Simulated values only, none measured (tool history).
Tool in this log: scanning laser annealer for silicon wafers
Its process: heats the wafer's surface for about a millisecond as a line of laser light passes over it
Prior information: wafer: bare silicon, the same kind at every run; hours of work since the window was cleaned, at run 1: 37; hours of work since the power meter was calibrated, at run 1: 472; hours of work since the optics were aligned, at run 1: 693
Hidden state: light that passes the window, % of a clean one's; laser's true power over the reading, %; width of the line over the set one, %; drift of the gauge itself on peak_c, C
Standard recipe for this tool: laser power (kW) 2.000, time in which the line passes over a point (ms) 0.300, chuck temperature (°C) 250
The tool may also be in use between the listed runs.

run   hour  laser power (kW)  time in which the line passes over a point (ms)  chuck temperature (°C)  hours of work since the window was cleaned  hours of work since the power meter was calibrated  hours of work since the optics were aligned  highest temperature of the surface (°C)
  1    0.0             2.000                                            0.300                     250                                          37                                                 472                                          693                                     1031
  2   46.9             2.000                                            0.300                     250                                          70                                                 505                                          726                                     1025
  3   93.7             2.000                                            0.300                     250                                         103                                                 537                                          758                                     1024
  4  142.0             2.000                                            0.300                     250                                         136                                                 571                                          792                                     1018
  5  192.3             1.971                                            0.300                     250                                         172                                                 606                                          827                                      999
  6  232.0             1.971                                            0.300                     250                                         199                                                 634                                          855                                     1000
  7  281.6             1.971                                            0.300                     250                                         234                                                 669                                          890                                      992
     289.2  -- laser's power meter calibrated
  8  312.2             1.971                                            0.300                     250                                         253                                                  16                                          909                                      995
  9  343.8             2.065                                            0.300                     265                                         276                                                  38                                          931                                     1038
 10  379.3             1.744                                            0.292                     250                                         300                                                  63                                          956                                      888
     394.1  -- window over the wafer cleaned
     400.3  -- laser's power meter calibrated, once more
 11  417.7             2.117                                            0.233                     271                                          14                                                  12                                          980                                      987
 12  467.6             2.117                                            0.233                     271                                          49                                                  47                                         1015                                      982
 13  502.0             2.186                                            0.233                     256                                          73                                                  71                                         1039                                      990
 14  536.8             2.078                                            0.328                     240                                          98                                                  95                                         1063                                     1085
 15  560.8             1.751                                            0.288                     226                                         115                                                 112                                         1080                                      881
 16  584.6             2.000                                            0.326                     250                                         131                                                 129                                         1096                                     1055

Branching from run 16: 3 alternative next runs. What would each branch give?
  A  626.9             2.045                                            0.326                     250                                         161                                                 159                                         1126                                        ?
  B  626.9             1.899                                            0.326                     250                                         161                                                 159                                         1126                                        ?
  C  626.9             2.000                                            0.300                     245                                         161                                                 159                                         1126                                        ?

run  highest temperature of the surface (°C)
  A                                     1066
  B                                     1008
  C                                     1008
With no hidden state in the tool, these same runs would have given:
run  highest temperature of the surface (°C)
  A                                     1100
  B                                     1039
  C                                     1040

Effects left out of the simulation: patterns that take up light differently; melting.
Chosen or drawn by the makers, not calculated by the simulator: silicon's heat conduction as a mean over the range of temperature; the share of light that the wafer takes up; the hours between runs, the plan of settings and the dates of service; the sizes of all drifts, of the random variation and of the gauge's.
